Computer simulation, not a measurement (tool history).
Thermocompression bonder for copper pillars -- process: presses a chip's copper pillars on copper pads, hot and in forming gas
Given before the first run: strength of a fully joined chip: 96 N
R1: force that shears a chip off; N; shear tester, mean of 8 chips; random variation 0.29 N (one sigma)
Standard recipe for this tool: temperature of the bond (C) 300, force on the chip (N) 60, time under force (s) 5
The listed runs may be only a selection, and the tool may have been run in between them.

{"run": 1, "hour": 0.0, "temperature of the bond (C)": 300, "force on the chip (N)": 60, "time under force (s)": 5, "R1": 59.1}
{"hour": 21.3, "done": "forming gas filter changed"}
{"run": 2, "hour": 26.1, "temperature of the bond (C)": 300, "force on the chip (N)": 87, "time under force (s)": 5, "R1": 76.5}
{"run": 3, "hour": 44.7, "temperature of the bond (C)": 300, "force on the chip (N)": 46, "time under force (s)": 5, "R1": 46.9}
{"run": 4, "hour": 71.4, "temperature of the bond (C)": 327, "force on the chip (N)": 60, "time under force (s)": 5, "R1": 76.2}
{"run": 5, "hour": 89.1, "temperature of the bond (C)": 327, "force on the chip (N)": 60, "time under force (s)": 5, "R1": 76.2}
{"run": 6, "hour": 106.2, "temperature of the bond (C)": 327, "force on the chip (N)": 60, "time under force (s)": 5, "R1": 75.2}
{"run": 7, "hour": 119.9, "temperature of the bond (C)": 327, "force on the chip (N)": 60, "time under force (s)": 5, "R1": 76.2}
{"run": 8, "hour": 148.5, "temperature of the bond (C)": 327, "force on the chip (N)": 51, "time under force (s)": 8, "R1": 76.4}
{"run": 9, "hour": 166.7, "temperature of the bond (C)": 300, "force on the chip (N)": 40, "time under force (s)": 4, "R1": 37.3}
{"run": 10, "hour": 194.3, "temperature of the bond (C)": 284, "force on the chip (N)": 54, "time under force (s)": 8, "R1": 51.6}

A few steps of R1 between consecutive runs. Split each: what settings, incoming material and random variation would produce without the hidden state, and what is left over for the hidden state, along with gauge scatter present in only one of the two compared results (measured, and without hidden state):
Hidden state present: true temperature of the bond over the reading, C; force that reaches the chip, % of what is set; oxide that the forming gas leaves, % of the face; drift of the gauge itself on shear_n, %.
Run 1 -> 2: force on the chip (N) 60 -> 87, forming gas filter changed. R1 +17.4 N: hidden state +0.2, all else +17.2.
Run 8 -> 9: temperature of the bond (C) 327 -> 300, force on the chip (N) 51 -> 40, time under force (s) 8 -> 4. R1 -39.1 N: hidden state -0.2, all else -38.9.
